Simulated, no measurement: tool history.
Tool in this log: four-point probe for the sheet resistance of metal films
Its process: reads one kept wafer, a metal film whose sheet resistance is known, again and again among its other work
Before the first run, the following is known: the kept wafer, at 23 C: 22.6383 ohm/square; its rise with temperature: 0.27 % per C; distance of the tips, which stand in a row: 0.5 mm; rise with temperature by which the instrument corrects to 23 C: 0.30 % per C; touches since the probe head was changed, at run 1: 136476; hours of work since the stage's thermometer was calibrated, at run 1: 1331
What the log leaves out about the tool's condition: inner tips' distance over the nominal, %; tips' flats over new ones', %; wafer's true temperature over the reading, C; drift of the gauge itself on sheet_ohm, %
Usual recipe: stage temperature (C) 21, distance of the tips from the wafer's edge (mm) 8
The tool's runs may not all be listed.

| run | hour | stage temperature (C) | distance of the tips from the wafer's edge (mm) | touches since the probe head was changed | hours of work since the stage's thermometer was calibrated | sheet resistance as the instrument gives it (ohm/square) |
|---|---|---|---|---|---|---|
| 1 | 0.0 | 21 | 8 | 136476 | 1331 | 22.659160 |
| 2 | 74.4 | 21 | 60 | 139109 | 1368 | 22.614068 |
| 3 | 176.5 | 21 | 60 | 142720 | 1419 | 22.609317 |
| 4 | 229.7 | 21 | 60 | 144604 | 1446 | 22.610344 |
| 5 | 334.1 | 21 | 60 | 148296 | 1498 | 22.607572 |
| 6 | 389.7 | 21 | 7 | 150264 | 1526 | 22.668439 |
|  | 396.0 | stage's thermometer calibrated |
|  | 406.9 | new probe head fitted |
| 7 | 472.1 | 33 | 8 | 2305 | 38 | 22.742616 |

For run 8, what comes out?
| 8 | 527.2 | 32 | 9 | 4257 | 65 | ? |

sheet resistance as the instrument gives it (ohm/square): 22.735729
Were there no unlogged condition in the tool, this run, its random variation unchanged, would have produced sheet resistance as the instrument gives it (ohm/square) 22.604125.
